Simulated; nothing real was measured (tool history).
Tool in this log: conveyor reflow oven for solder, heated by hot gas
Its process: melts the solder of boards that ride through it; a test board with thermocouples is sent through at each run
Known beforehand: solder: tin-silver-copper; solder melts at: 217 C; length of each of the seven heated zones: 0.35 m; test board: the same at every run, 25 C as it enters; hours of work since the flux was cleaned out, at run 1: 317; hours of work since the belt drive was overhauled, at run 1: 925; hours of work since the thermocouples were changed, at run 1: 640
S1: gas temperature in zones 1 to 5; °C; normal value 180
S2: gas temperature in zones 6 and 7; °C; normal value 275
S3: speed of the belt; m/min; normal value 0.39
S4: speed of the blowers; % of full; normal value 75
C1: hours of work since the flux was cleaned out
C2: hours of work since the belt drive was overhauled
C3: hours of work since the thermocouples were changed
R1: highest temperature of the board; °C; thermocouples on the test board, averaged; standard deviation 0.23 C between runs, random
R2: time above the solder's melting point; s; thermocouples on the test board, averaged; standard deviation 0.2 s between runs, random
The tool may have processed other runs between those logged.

run 1 hour=0 | S1=180 S2=275 S3=0.39 S4=75 | C1=317 C2=925 C3=640 | R1=268.4 R2=99.2
-- hour=65.8 flux residue cleaned out of gas plates and filters
run 2 hour=89.5 | S1=180 S2=275 S3=0.39 S4=75 | C1=16 C2=982 C3=697 | R1=268.9 R2=99.9
run 3 hour=180.8 | S1=180 S2=275 S3=0.36 S4=75 | C1=78 C2=1044 C3=759 | R1=270.6 R2=110.1
-- hour=206 belt drive overhauled, speed set with a stopwatch
run 4 hour=253.4 | S1=180 S2=275 S3=0.36 S4=75 | C1=125 C2=32 C3=805 | R1=270.9 R2=110.4
run 5 hour=334.7 | S1=180 S2=275 S3=0.318 S4=75 | C1=180 C2=87 C3=861 | R1=272.9 R2=127.5
run 6 hour=386.2 | S1=180 S2=275 S3=0.39 S4=75 | C1=215 C2=122 C3=895 | R1=269.5 R2=100.9
run 7 hour=467 | S1=180 S2=275 S3=0.39 S4=75 | C1=269 C2=177 C3=950 | R1=268.9 R2=101.4
run 8 hour=520.8 | S1=180 S2=275 S3=0.39 S4=75 | C1=306 C2=213 C3=987 | R1=269.5 R2=101.2
run 9 hour=592.7 | S1=180 S2=275 S3=0.39 S4=75 | C1=355 C2=262 C3=1036 | R1=269.2 R2=101.6
-- hour=601.9 flux residue cleaned out of gas plates and filters
run 10 hour=652.7 | S1=180 S2=275 S3=0.39 S4=75 | C1=34 C2=299 C3=1073 | R1=270.2 R2=101.7
-- hour=729.6 belt drive overhauled, speed set with a stopwatch, once more
run 11 hour=735.2 | S1=180 S2=275 S3=0.39 S4=75 | C1=88 C2=4 C3=1126 | R1=269.6 R2=98.6
run 12 hour=781.9 | S1=180 S2=275 S3=0.39 S4=75 | C1=119 C2=35 C3=1158 | R1=269.6 R2=99.1
run 13 hour=864.9 | S1=180 S2=275 S3=0.39 S4=75 | C1=176 C2=92 C3=1214 | R1=269.6 R2=98.9
-- hour=915.7 thermocouples of zones 6 and 7 changed
run 14 hour=916.7 | S1=180 S2=275 S3=0.39 S4=75 | C1=209 C2=126 C3=1 | R1=266.1 R2=97.2
run 15 hour=994.8 | S1=180 S2=275 S3=0.39 S4=81 | C1=262 C2=178 C3=54 | R1=266.4 R2=97.6
run 16 hour=1042.4 | S1=172 S2=275 S3=0.39 S4=81 | C1=295 C2=211 C3=86 | R1=266.1 R2=93.6
run 17 hour=1113.5 | S1=184 S2=264 S3=0.347 S4=58 | C1=343 C2=259 C3=134 | R1=256.9 R2=105.6
-- hour=1137.6 flux residue cleaned out of gas plates and filters
run 18 hour=1193.3 | S1=184 S2=264 S3=0.347 S4=58 | C1=38 C2=310 C3=185 | R1=257.6 R2=105.8
run 19 hour=1279.3 | S1=180 S2=277 S3=0.462 S4=75 | C1=96 C2=368 C3=243 | R1=265.1 R2=80.7
run 20 hour=1364.8 | S1=175 S2=284 S3=0.39 S4=55 | C1=154 C2=426 C3=301 | R1=272 R2=99.3
run 21 hour=1430.6 | S1=180 S2=275 S3=0.317 S4=75 | C1=199 C2=471 C3=346 | R1=270.8 R2=124.9
run 22 hour=1489.9 | S1=180 S2=275 S3=0.317 S4=75 | C1=239 C2=511 C3=386 | R1=271.2 R2=124.6
run 23 hour=1571.6 | S1=175 S2=275 S3=0.317 S4=62 | C1=294 C2=566 C3=441 | R1=269.9 R2=121
run 24 hour=1644.1 | S1=175 S2=275 S3=0.317 S4=62 | C1=343 C2=615 C3=491 | R1=270 R2=121.5
-- hour=1667.4 flux residue cleaned out of gas plates and filters
run 25 hour=1716.1 | S1=175 S2=275 S3=0.317 S4=62 | C1=33 C2=661 C3=536 | R1=271 R2=122.1
run 26 hour=1767.3 | S1=193 S2=275 S3=0.317 S4=62 | C1=68 C2=696 C3=571 | R1=271.5 R2=132.4
run 27 hour=1848.1 | S1=193 S2=275 S3=0.317 S4=62 | C1=123 C2=750 C3=626 | R1=271.9 R2=132.8
run 28 hour=1901.9 | S1=193 S2=275 S3=0.317 S4=62 | C1=159 C2=787 C3=662 | R1=272.2 R2=132.7
run 29 hour=1940.7 | S1=185 S2=275 S3=0.317 S4=86 | C1=185 C2=813 C3=688 | R1=273 R2=129

Each row is a separate what-if for the run after 29, all from the same tool condition, not one after another. Results?
run A hour=1994.1 | S1=180 S2=275 S3=0.39 S4=81 | C1=222 C2=849 C3=725 | R1=? R2=?
run B hour=1994.1 | S1=187 S2=273 S3=0.317 S4=84 | C1=222 C2=849 C3=725 | R1=? R2=?
run C hour=1994.1 | S1=169 S2=284 S3=0.39 S4=88 | C1=222 C2=849 C3=725 | R1=? R2=?
run D hour=1994.1 | S1=189 S2=275 S3=0.377 S4=68 | C1=222 C2=849 C3=725 | R1=? R2=?

run=A R1=269 R2=100.1
run=B R1=271.6 R2=129.1
run=C R1=277.9 R2=100.2
run=D R1=269.5 R2=108
Without the tool's unlogged condition, the same runs would have read:
run=A R1=267 R2=97.5
run=B R1=269.5 R2=126.1
run=C R1=275.9 R2=97.8
run=D R1=267.4 R2=105.3

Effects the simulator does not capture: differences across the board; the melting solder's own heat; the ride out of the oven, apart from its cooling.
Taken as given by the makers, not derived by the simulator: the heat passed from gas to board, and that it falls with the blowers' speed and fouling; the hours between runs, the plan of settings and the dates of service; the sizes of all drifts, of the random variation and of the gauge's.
